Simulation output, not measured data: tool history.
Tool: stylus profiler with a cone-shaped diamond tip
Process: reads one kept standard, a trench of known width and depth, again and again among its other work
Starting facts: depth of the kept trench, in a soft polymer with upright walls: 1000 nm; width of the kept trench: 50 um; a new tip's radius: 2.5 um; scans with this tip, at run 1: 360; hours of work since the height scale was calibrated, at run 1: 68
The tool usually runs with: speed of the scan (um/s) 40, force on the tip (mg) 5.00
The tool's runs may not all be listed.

| run | hour | speed of the scan (um/s) | force on the tip (mg) | scans with this tip | hours of work since the height scale was calibrated | depth of the trench (angstrom) | width of the trench's floor (um) |
|---|---|---|---|---|---|---|---|
| 1 | 0.0 | 40 | 5.00 | 360 | 68 | 10264.3 | 45.85 |
| 2 | 18.0 | 40 | 5.00 | 425 | 81 | 10260.8 | 45.91 |
| 3 | 35.4 | 24 | 5.00 | 486 | 92 | 10266.2 | 45.94 |
| 4 | 45.1 | 14 | 5.00 | 521 | 99 | 10257.4 | 45.94 |
| 5 | 54.8 | 14 | 5.00 | 556 | 106 | 10261.2 | 45.95 |
| 6 | 71.0 | 40 | 5.00 | 614 | 117 | 10263.3 | 45.82 |
| 7 | 85.5 | 40 | 5.00 | 665 | 126 | 10255.7 | 45.80 |
| 8 | 95.2 | 40 | 5.00 | 700 | 133 | 10259.6 | 45.85 |
| 9 | 111.8 | 40 | 5.97 | 759 | 144 | 10294.1 | 45.80 |
| 10 | 132.6 | 40 | 5.97 | 833 | 158 | 10290.9 | 45.88 |
| 11 | 147.2 | 40 | 5.97 | 885 | 168 | 10294.6 | 45.83 |
| 12 | 160.4 | 40 | 5.97 | 932 | 177 | 10292.2 | 45.81 |
| 13 | 172.2 | 40 | 5.97 | 974 | 185 | 10291.5 | 45.83 |
| 14 | 194.5 | 52 | 5.00 | 1054 | 200 | 10257.6 | 45.75 |
| 15 | 212.2 | 40 | 5.00 | 1117 | 212 | 10260.4 | 45.78 |
| 16 | 232.3 | 37 | 5.00 | 1188 | 226 | 10257.8 | 45.78 |
| 17 | 249.4 | 37 | 5.00 | 1249 | 237 | 10258.0 | 45.82 |
| 18 | 271.7 | 37 | 5.00 | 1329 | 253 | 10260.7 | 45.75 |
| 19 | 290.9 | 32 | 4.33 | 1397 | 266 | 10235.0 | 45.79 |
| 20 | 301.7 | 32 | 4.33 | 1436 | 273 | 10233.0 | 45.82 |
| 21 | 323.6 | 32 | 4.33 | 1514 | 288 | 10233.7 | 45.77 |
| 22 | 338.4 | 71 | 12.50 | 1566 | 298 | 10485.1 | 45.72 |
| 23 | 349.8 | 45 | 2.42 | 1607 | 306 | 10155.6 | 45.69 |
| 24 | 358.9 | 33 | 14.27 | 1640 | 312 | 10526.6 | 45.85 |
|  | 361.0 | height scale calibrated on a step standard |
| 25 | 375.0 | 94 | 5.20 | 1695 | 9 | 10260.9 | 45.47 |
| 26 | 388.0 | 158 | 4.78 | 1742 | 18 | 10249.8 | 45.21 |
| 27 | 410.4 | 158 | 4.78 | 1821 | 33 | 10251.5 | 45.24 |
| 28 | 423.3 | 95 | 4.78 | 1867 | 42 | 10247.3 | 45.47 |
| 29 | 438.7 | 11 | 5.42 | 1922 | 53 | 10269.5 | 45.86 |
| 30 | 457.9 | 23 | 5.00 | 1991 | 66 | 10258.3 | 45.82 |
| 31 | 467.6 | 23 | 5.00 | 2025 | 72 | 10253.8 | 45.79 |
|  | 482.3 | height scale calibrated on a step standard, once more |
| 32 | 487.0 | 11 | 6.63 | 2093 | 3 | 10315.2 | 45.84 |
| 33 | 501.3 | 40 | 2.98 | 2144 | 13 | 10183.4 | 45.69 |
| 34 | 516.9 | 83 | 2.27 | 2199 | 23 | 10147.1 | 45.27 |
| 35 | 528.0 | 83 | 2.27 | 2239 | 31 | 10147.5 | 45.35 |
| 36 | 544.2 | 139 | 2.05 | 2296 | 42 | 10139.7 | 44.97 |

5 options for the next run, each taken on its own from the tool as it stands now. Forecast them:
| A | 563.5 | 17 | 2.05 | 2365 | 55 | ? | ? |
| B | 563.5 | 83 | 7.33 | 2365 | 55 | ? | ? |
| C | 563.5 | 13 | 1.72 | 2365 | 55 | ? | ? |
| D | 563.5 | 151 | 2.05 | 2365 | 55 | ? | ? |
| E | 563.5 | 40 | 5.12 | 2365 | 55 | ? | ? |

| run | depth of the trench (angstrom) | width of the trench's floor (um) |
|---|---|---|
| A | 10142.8 | 45.76 |
| B | 10330.3 | 45.57 |
| C | 10120.3 | 45.76 |
| D | 10139.2 | 44.84 |
| E | 10258.6 | 45.68 |
Take away the tool's hidden state, keep each run's random variation, and the runs would have read:
| run | depth of the trench (angstrom) | width of the trench's floor (um) |
|---|---|---|
| A | 10149.6 | 45.90 |
| B | 10337.2 | 45.72 |
| C | 10127.0 | 45.91 |
| D | 10146.0 | 44.99 |
| E | 10265.4 | 45.82 |
